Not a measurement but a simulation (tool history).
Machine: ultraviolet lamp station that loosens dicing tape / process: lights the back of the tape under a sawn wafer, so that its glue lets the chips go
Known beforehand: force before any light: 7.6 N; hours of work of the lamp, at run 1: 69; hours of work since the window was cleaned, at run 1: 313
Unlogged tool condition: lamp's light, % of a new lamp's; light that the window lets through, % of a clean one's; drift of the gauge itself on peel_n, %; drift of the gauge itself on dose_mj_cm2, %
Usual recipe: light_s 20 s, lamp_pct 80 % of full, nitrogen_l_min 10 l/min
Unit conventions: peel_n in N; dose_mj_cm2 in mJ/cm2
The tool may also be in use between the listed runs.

run	day	light_s	lamp_pct	nitrogen_l_min	hours of work of the lamp	hours of work since the window was cleaned	peel_n	dose_mj_cm2
1	0.000	20	80	10	69	313	0.961	257
2	1.550	20	80	10	95	338	0.964	257
3	3.575	20	85	10	128	371	0.928	265
4	5.862	20	80	10	165	409	1.107	242
# day 6.375: window cleaned of glue's vapour
5	7.975	20	80	10	199	26	0.831	279
6	9.704	20	80	10	228	54	0.875	270
7	11.588	20	80	10	258	85	0.900	267
8	12.750	20	80	16	277	104	0.627	263
9	15.383	20	72	16	320	147	0.860	233
10	17.362	20	80	10	353	179	0.990	252
11	18.929	20	80	10	378	205	1.045	243
12	20.079	20	85	10	397	224	0.944	261
13	22.108	20	85	10	430	257	1.011	255
14	24.375	20	85	10	467	294	1.063	247
15	26.654	19	97	7	504	331	1.252	264
16	28.442	15	72	10	534	360	2.209	155
17	30.012	15	72	10	559	386	2.236	146
18	31.458	16	80	8	583	410	2.079	172
# day 31.871: window cleaned of glue's vapour
19	32.638	14	80	10	602	13	1.862	178
20	34.375	14	80	10	630	41	1.922	170
21	35.858	32	80	7	654	65	0.598	382
22	37.692	32	80	6	684	95	0.692	383
23	39.471	13	63	10	713	124	2.842	120
24	41.512	13	63	10	747	158	3.064	117
25	43.338	13	63	10	777	187	2.961	115

Run 26 has not been measured yet. What should we expect?
26	44.425	13	63	11	794	205	?	?

{"run 26": {"peel_n": 2.876, "dose_mj_cm2": 110}}
Minus the tool's unlogged condition, the same run would have read peel_n 2.012 N, dose_mj_cm2 153 mJ/cm2.
